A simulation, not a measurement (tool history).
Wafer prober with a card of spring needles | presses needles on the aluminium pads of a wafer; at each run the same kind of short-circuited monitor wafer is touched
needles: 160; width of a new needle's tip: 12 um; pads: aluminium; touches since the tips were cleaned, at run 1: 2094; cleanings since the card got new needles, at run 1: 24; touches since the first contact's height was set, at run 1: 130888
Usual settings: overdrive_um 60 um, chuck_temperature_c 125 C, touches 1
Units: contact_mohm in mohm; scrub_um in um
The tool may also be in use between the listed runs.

run    hour  overdrive_um  chuck_temperature_c  touches  touches since the tips were cleaned  cleanings since the card got new needles  touches since the first contact's height was set  contact_mohm  scrub_um
  1     0.0            60                  125        1                                 2094                                        24                                            130888           184      7.73
       10.7  -- tips cleaned on abrasive film
       28.9  -- tips cleaned on abrasive film
       47.1  -- tips cleaned on abrasive film
  2    50.0            60                  125        1                                  898                                        27                                            145991           188      7.72
       64.7  -- tips cleaned on abrasive film
       82.7  -- tips cleaned on abrasive film
      101.4  -- tips cleaned on abrasive film
  3   103.3            60                   70        1                                  559                                        30                                            162078           176      7.72
      120.4  -- tips cleaned on abrasive film
  4   132.3            60                   39        1                                 3616                                        31                                            170849           170      7.77
      136.3  -- tips cleaned on abrasive film
      153.7  -- tips cleaned on abrasive film
      158.0  -- height of the first contact set anew
      173.1  -- tips cleaned on abrasive film
  5   177.8            53                  125        1                                 1449                                        34                                              6008           186      6.88
      189.7  -- tips cleaned on abrasive film
      208.0  -- tips cleaned on abrasive film
  6   218.1            60                  125        1                                 3084                                        36                                             18186           187      7.80
      225.2  -- tips cleaned on abrasive film
      244.5  -- tips cleaned on abrasive film
      261.8  -- tips cleaned on abrasive film
  7   273.3            60                  125        1                                 3507                                        39                                             34868           188      7.74
      279.1  -- tips cleaned on abrasive film
      295.9  -- tips cleaned on abrasive film
      312.7  -- tips cleaned on abrasive film
      331.1  -- tips cleaned on abrasive film
  8   331.6            60                  125        1                                  130                                        43                                             52436           183      7.74
      349.9  -- tips cleaned on abrasive film
      366.8  -- tips cleaned on abrasive film
      386.2  -- tips cleaned on abrasive film
  9   387.1            60                  125        1                                  296                                        46                                             69224           187      7.76
      402.5  -- tips cleaned on abrasive film
      421.2  -- tips cleaned on abrasive film
 10   435.8            60                   36        1                                 4433                                        48                                             83950           167      7.76
      438.9  -- tips cleaned on abrasive film
      458.1  -- tips cleaned on abrasive film
      477.1  -- tips cleaned on abrasive film
      495.8  -- tips cleaned on abrasive film
 11   497.2            60                   36        1                                  430                                        52                                            102475           168      7.79
      513.0  -- tips cleaned on abrasive film
      531.3  -- tips cleaned on abrasive film
      548.3  -- tips cleaned on abrasive film
 12   558.5            60                   36        1                                 3087                                        55                                            120992           169      7.72
      566.3  -- tips cleaned on abrasive film
      584.5  -- tips cleaned on abrasive film
 13   597.8            60                  125        1                                 4055                                        57                                            132890           185      7.83
      601.6  -- tips cleaned on abrasive film
      621.1  -- tips cleaned on abrasive film
      637.3  -- tips cleaned on abrasive film
      655.1  -- tips cleaned on abrasive film
 14   656.6            60                   47        1                                  450                                        61                                            150626           173      7.80
      671.0  -- tips cleaned on abrasive film
      689.3  -- tips cleaned on abrasive film
 15   689.6            60                   98        1                                   79                                        63                                            160575           180      7.79
      707.4  -- tips cleaned on abrasive film
      724.0  -- tips cleaned on abrasive film
      739.8  -- tips cleaned on abrasive film
      746.6  -- height of the first contact set anew
 16   746.8            75                   67        1                                 2036                                        66                                                61           171      9.78
      759.4  -- tips cleaned on abrasive film
      776.1  -- tips cleaned on abrasive film
 17   777.1            75                   67        1                                  278                                        68                                              9200           174      9.75
      794.4  -- tips cleaned on abrasive film
      810.2  -- tips cleaned on abrasive film
 18   810.2            75                   67        1                                    0                                        70                                             19220           174      9.80
      829.4  -- tips cleaned on abrasive film
      849.1  -- tips cleaned on abrasive film
 19   860.1            45                  125        1                                 3342                                        72                                             34299           185      5.88
      868.0  -- tips cleaned on abrasive film
      887.5  -- tips cleaned on abrasive film
      906.2  -- tips cleaned on abrasive film
 20   918.1            58                   95        3                                 3607                                        75                                             51823           178      7.59
      924.7  -- tips cleaned on abrasive film
      942.4  -- tips cleaned on abrasive film
      960.9  -- tips cleaned on abrasive film
 21   969.1            58                   95        3                                 2486                                        78                                             67241           178      7.63
      977.1  -- tips cleaned on abrasive film
      993.6  -- tips cleaned on abrasive film
     1012.5  -- tips cleaned on abrasive film
 22  1018.8            58                   25        2                                 1940                                        81                                             82250           166      7.57
     1030.7  -- tips cleaned on abrasive film
     1049.7  -- tips cleaned on abrasive film
 23  1056.3            58                   25        2                                 2000                                        83                                             93555           168      7.59
     1068.1  -- tips cleaned on abrasive film
 24  1081.8            52                  105        2                                 4141                                        84                                            101270           184      6.76
     1085.8  -- tips cleaned on abrasive film
     1101.7  -- tips cleaned on abrasive film
     1119.9  -- tips cleaned on abrasive film
 25  1123.3            60                   33        1                                 1059                                        87                                            113814           166      7.84
     1136.1  -- tips cleaned on abrasive film
     1151.9  -- tips cleaned on abrasive film
 26  1154.9            60                   33        1                                  922                                        89                                            123337           169      7.95
     1169.7  -- tips cleaned on abrasive film
     1187.0  -- tips cleaned on abrasive film
     1203.6  -- tips cleaned on abrasive film
 27  1203.6            67                   25        2                                    0                                        92                                            138025           169      8.86

Some steps in scrub_um between neighbouring runs. How much of each would the tool show without its hidden state too (settings, what came in, random variation), and how much is left for the hidden state, with any gauge scatter that isn't in both results?
The hidden state here: debris on the tips, nm; way that the needles fall short of the set height, um; tips' diameter, um; drift of the gauge itself on contact_mohm, %; drift of the gauge itself on scrub_um, %.
Run 15 -> 16: overdrive_um 60 -> 75, chuck_temperature_c 98 -> 67, tips cleaned on abrasive film, tips cleaned on abrasive film, tips cleaned on abrasive film, height of the first contact set anew. scrub_um +1.99 um: hidden state +0.04, all else +1.95.
Run 18 -> 19: overdrive_um 75 -> 45, chuck_temperature_c 67 -> 125, tips cleaned on abrasive film, tips cleaned on abrasive film. scrub_um -3.92 um: hidden state -0.05, all else -3.87.
